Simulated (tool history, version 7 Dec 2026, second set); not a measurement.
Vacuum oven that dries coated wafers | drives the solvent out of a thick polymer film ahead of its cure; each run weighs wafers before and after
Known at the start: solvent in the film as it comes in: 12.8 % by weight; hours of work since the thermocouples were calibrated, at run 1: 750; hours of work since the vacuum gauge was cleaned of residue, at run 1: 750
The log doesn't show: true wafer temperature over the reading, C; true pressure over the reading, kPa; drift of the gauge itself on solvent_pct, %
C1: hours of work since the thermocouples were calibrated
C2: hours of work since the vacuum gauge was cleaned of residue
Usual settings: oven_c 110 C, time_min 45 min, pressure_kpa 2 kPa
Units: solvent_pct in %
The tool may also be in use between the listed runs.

run 1 hour=0 | oven_c=110 time_min=45 pressure_kpa=2 | C1=750 C2=750 | solvent_pct=1.25
run 2 hour=109.9 | oven_c=110 time_min=45 pressure_kpa=2 | C1=835 C2=835 | solvent_pct=1.25
run 3 hour=239.5 | oven_c=116 time_min=45 pressure_kpa=2 | C1=935 C2=935 | solvent_pct=0.73
run 4 hour=366.7 | oven_c=116 time_min=45 pressure_kpa=2 | C1=1034 C2=1034 | solvent_pct=0.75
run 5 hour=471 | oven_c=110 time_min=46 pressure_kpa=2 | C1=1114 C2=1114 | solvent_pct=1.21
run 6 hour=545.4 | oven_c=110 time_min=46 pressure_kpa=2 | C1=1172 C2=1172 | solvent_pct=1.18
run 7 hour=666 | oven_c=114 time_min=46 pressure_kpa=2 | C1=1265 C2=1265 | solvent_pct=0.81
-- hour=713.4 oven's thermocouples calibrated
run 8 hour=752.8 | oven_c=105 time_min=62 pressure_kpa=6.02 | C1=30 C2=1330 | solvent_pct=3.07
-- hour=780.2 vacuum gauge cleaned of residue and calibrated
run 9 hour=827.7 | oven_c=110 time_min=33 pressure_kpa=2 | C1=87 C2=37 | solvent_pct=1.85
run 10 hour=898.4 | oven_c=96 time_min=45 pressure_kpa=4.77 | C1=142 C2=91 | solvent_pct=5.2

Forecast each of these 3 alternatives for the next run:
run A hour=1001.2 | oven_c=96 time_min=23 pressure_kpa=4.77 | C1=221 C2=171 | solvent_pct=?
run B hour=1001.2 | oven_c=119 time_min=44 pressure_kpa=6.01 | C1=221 C2=171 | solvent_pct=?
run C hour=1001.2 | oven_c=110 time_min=55 pressure_kpa=2 | C1=221 C2=171 | solvent_pct=?

run=A solvent_pct=7.15
run=B solvent_pct=1.7
run=C solvent_pct=1.02
Without the tool's hidden state the same runs would have given:
run=A solvent_pct=7.15
run=B solvent_pct=1.7
run=C solvent_pct=1.02
